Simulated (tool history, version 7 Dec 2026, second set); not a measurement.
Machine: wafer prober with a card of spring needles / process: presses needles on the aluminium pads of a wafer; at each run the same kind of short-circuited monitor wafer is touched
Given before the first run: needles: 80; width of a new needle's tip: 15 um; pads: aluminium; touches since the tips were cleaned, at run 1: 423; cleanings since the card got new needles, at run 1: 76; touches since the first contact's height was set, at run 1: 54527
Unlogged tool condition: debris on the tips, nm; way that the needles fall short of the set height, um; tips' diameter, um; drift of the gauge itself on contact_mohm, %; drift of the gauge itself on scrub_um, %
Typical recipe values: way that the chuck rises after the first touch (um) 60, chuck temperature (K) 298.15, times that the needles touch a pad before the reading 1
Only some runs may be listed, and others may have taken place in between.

run,day,way that the chuck rises after the first touch (um),chuck temperature (K),times that the needles touch a pad before the reading,touches since the tips were cleaned,cleanings since the card got new needles,touches since the first contact's height was set,resistance of one needle with its contact and lead (mohm),way that a needle slides on the pad (um)
1,0.000,60,298.15,1,423,76,54527,187,16.45
# day 0.192: tips cleaned on abrasive film
# day 0.388: tips cleaned on abrasive film
2,0.554,60,298.15,1,2187,78,61716,187,16.48
# day 0.604: tips cleaned on abrasive film
# day 0.808: tips cleaned on abrasive film
# day 1.012: tips cleaned on abrasive film
3,1.179,60,298.15,2,2148,81,69765,190,16.36
# day 1.225: tips cleaned on abrasive film
# day 1.438: tips cleaned on abrasive film
# day 1.642: tips cleaned on abrasive film
4,1.712,42,298.15,2,889,84,76626,195,11.53
# day 1.842: tips cleaned on abrasive film
# day 2.079: tips cleaned on abrasive film
5,2.238,42,298.15,2,2090,86,83464,196,11.48
# day 2.275: tips cleaned on abrasive film
# day 2.488: tips cleaned on abrasive film
# day 2.708: tips cleaned on abrasive film
6,2.754,42,298.15,2,561,89,90079,190,11.58
# day 2.946: tips cleaned on abrasive film
# day 3.162: tips cleaned on abrasive film
7,3.229,42,298.15,2,903,91,96245,192,11.61
# day 3.362: tips cleaned on abrasive film
# day 3.562: tips cleaned on abrasive film
8,3.562,42,298.15,2,0,93,100515,196,11.51
# day 3.767: tips cleaned on abrasive film
# day 3.988: tips cleaned on abrasive film
9,3.996,42,298.15,2,105,95,106141,189,11.64
# day 4.208: tips cleaned on abrasive film
10,4.375,60,397.15,1,2231,96,111085,210,16.65
# day 4.425: tips cleaned on abrasive film
# day 4.662: tips cleaned on abrasive film
# day 4.883: tips cleaned on abrasive film
11,5.000,60,397.15,1,1548,99,119150,207,16.76
# day 5.083: tips cleaned on abrasive film
# day 5.321: tips cleaned on abrasive film
12,5.329,80,298.15,1,116,101,123345,185,22.27
# day 5.558: tips cleaned on abrasive film
# day 5.788: tips cleaned on abrasive film
13,5.892,60,298.15,1,1372,103,130637,188,16.71
# day 5.988: tips cleaned on abrasive film
# day 6.221: tips cleaned on abrasive film
14,6.279,78,359.15,1,806,105,135671,199,21.75
# day 6.433: tips cleaned on abrasive film
# day 6.646: tips cleaned on abrasive film
15,6.738,60,307.15,1,1196,107,141582,189,16.68
# day 6.846: tips cleaned on abrasive film
# day 7.050: tips cleaned on abrasive film
16,7.050,60,307.15,1,0,109,145600,193,16.75
# day 7.250: tips cleaned on abrasive film
# day 7.404: gauge calibrated
# day 7.454: tips cleaned on abrasive film
17,7.571,60,300.15,1,1505,111,152320,189,16.22
# day 7.667: tips cleaned on abrasive film
# day 7.883: tips cleaned on abrasive film
# day 8.083: tips cleaned on abrasive film
18,8.092,60,300.15,1,96,114,159044,187,16.46
# day 8.279: tips cleaned on abrasive film
19,8.462,63,308.15,1,2413,115,163850,194,17.31
# day 8.492: tips cleaned on abrasive film
# day 8.642: height of the first contact set anew
# day 8.738: tips cleaned on abrasive film
20,8.846,63,308.15,1,1409,117,2637,190,17.18
# day 8.954: tips cleaned on abrasive film
21,9.133,60,298.15,1,2367,118,6415,186,16.43
# day 9.171: tips cleaned on abrasive film
# day 9.404: tips cleaned on abrasive film
# day 9.638: tips cleaned on abrasive film
22,9.658,49,308.15,1,224,121,13119,196,13.49
# day 9.833: tips cleaned on abrasive film
# day 10.029: tips cleaned on abrasive film
23,10.183,48,298.15,1,2024,123,19931,194,13.23
# day 10.250: tips cleaned on abrasive film
# day 10.454: tips cleaned on abrasive film
# day 10.654: tips cleaned on abrasive film
24,10.667,68,298.15,3,164,126,26172,184,18.72
# day 10.850: tips cleaned on abrasive film
# day 11.092: tips cleaned on abrasive film
# day 11.300: tips cleaned on abrasive film
25,11.300,68,298.15,3,0,129,34348,187,18.86
# day 11.500: tips cleaned on abrasive film
# day 11.700: tips cleaned on abrasive film
26,11.767,67,303.15,2,853,131,40354,188,18.62

Pick out some run-to-run changes in way that a needle slides on the pad (um). Of each, how much would a tool without hidden state show as well, from the settings, what came in and chance, and how much is left for the hidden state and any gauge scatter not in both results compared?
Run 11 -> 12: way that the chuck rises after the first touch (um) 60 -> 80, chuck temperature (K) 397.15 -> 298.15, tips cleaned on abrasive film, tips cleaned on abrasive film. way that a needle slides on the pad (um) +5.51: hidden state +0.14, all else +5.37.
Run 12 -> 13: way that the chuck rises after the first touch (um) 80 -> 60, tips cleaned on abrasive film, tips cleaned on abrasive film. way that a needle slides on the pad (um) -5.56: hidden state -0.08, all else -5.48.
Run 16 -> 17: chuck temperature (K) 307.15 -> 300.15, tips cleaned on abrasive film, gauge calibrated, tips cleaned on abrasive film. way that a needle slides on the pad (um) -0.53: hidden state -0.42, all else -0.11.
